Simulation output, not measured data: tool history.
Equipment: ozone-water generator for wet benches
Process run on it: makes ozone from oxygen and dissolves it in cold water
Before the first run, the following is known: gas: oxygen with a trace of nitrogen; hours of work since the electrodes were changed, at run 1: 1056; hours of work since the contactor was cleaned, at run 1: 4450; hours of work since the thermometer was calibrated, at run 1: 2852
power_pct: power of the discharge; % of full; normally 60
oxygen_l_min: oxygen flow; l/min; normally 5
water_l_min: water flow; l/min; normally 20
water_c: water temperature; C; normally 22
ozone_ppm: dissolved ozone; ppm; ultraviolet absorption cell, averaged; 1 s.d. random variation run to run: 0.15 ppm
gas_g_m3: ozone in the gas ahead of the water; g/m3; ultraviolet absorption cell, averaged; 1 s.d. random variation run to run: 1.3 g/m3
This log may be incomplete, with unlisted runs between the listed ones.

| run | day | power_pct | oxygen_l_min | water_l_min | water_c | hours of work since the electrodes were changed | hours of work since the contactor was cleaned | hours of work since the thermometer was calibrated | ozone_ppm | gas_g_m3 |
|---|---|---|---|---|---|---|---|---|---|---|
| 1 | 0 | 60 | 5 | 20 | 22 | 1056 | 4450 | 2852 | 17.7 | 236 |
| 2 | 1.962 | 60 | 3.21 | 20 | 22 | 1101 | 4495 | 2896 | 16.3 | 282.4 |
| 3 | 3.188 | 60 | 3.21 | 20 | 22 | 1129 | 4523 | 2924 | 16.4 | 277.4 |
| 4 | 5.104 | 60 | 2.77 | 20 | 22 | 1173 | 4567 | 2968 | 15.6 | 299.6 |
| 5 | 7.212 | 60 | 5 | 20 | 22 | 1221 | 4615 | 3016 | 17.5 | 234.7 |
| 6 | 9.258 | 60 | 5 | 20 | 22 | 1268 | 4662 | 3063 | 17.6 | 233.8 |
| 7 | 10.458 | 60 | 5 | 20 | 22 | 1295 | 4689 | 3090 | 17.8 | 232.2 |
| 8 | 11.567 | 60 | 5 | 20 | 22 | 1320 | 4714 | 3115 | 17.5 | 233.2 |
| 9 | 13.504 | 52 | 5 | 20 | 22 | 1365 | 4759 | 3160 | 16.2 | 217.2 |
| 10 | 14.817 | 52 | 4.3 | 20 | 22 | 1395 | 4789 | 3190 | 16 | 226.1 |
| 11 | 15.983 | 60 | 3.37 | 20 | 18 | 1421 | 4815 | 3216 | 17.3 | 271.6 |

Alternative continuations, all from the tool just after run 11; predict every row:
| A | 17.921 | 93 | 5 | 20 | 22 | 1465 | 4859 | 3260 | ? | ? |
| B | 17.921 | 60 | 7.57 | 20 | 18 | 1465 | 4859 | 3260 | ? | ? |
| C | 17.921 | 60 | 3.37 | 29 | 18 | 1465 | 4859 | 3260 | ? | ? |
| D | 17.921 | 41 | 5.01 | 25 | 18 | 1465 | 4859 | 3260 | ? | ? |

| run | ozone_ppm | gas_g_m3 |
|---|---|---|
| A | 22.9 | 294.5 |
| B | 19.6 | 195.1 |
| C | 11.7 | 271.9 |
| D | 12.2 | 187.9 |
Without the tool's hidden state the same runs would have given:
| run | ozone_ppm | gas_g_m3 |
|---|---|---|
| A | 22.9 | 301.7 |
| B | 19.7 | 199.8 |
| C | 11.7 | 278.5 |
| D | 12.2 | 192.4 |

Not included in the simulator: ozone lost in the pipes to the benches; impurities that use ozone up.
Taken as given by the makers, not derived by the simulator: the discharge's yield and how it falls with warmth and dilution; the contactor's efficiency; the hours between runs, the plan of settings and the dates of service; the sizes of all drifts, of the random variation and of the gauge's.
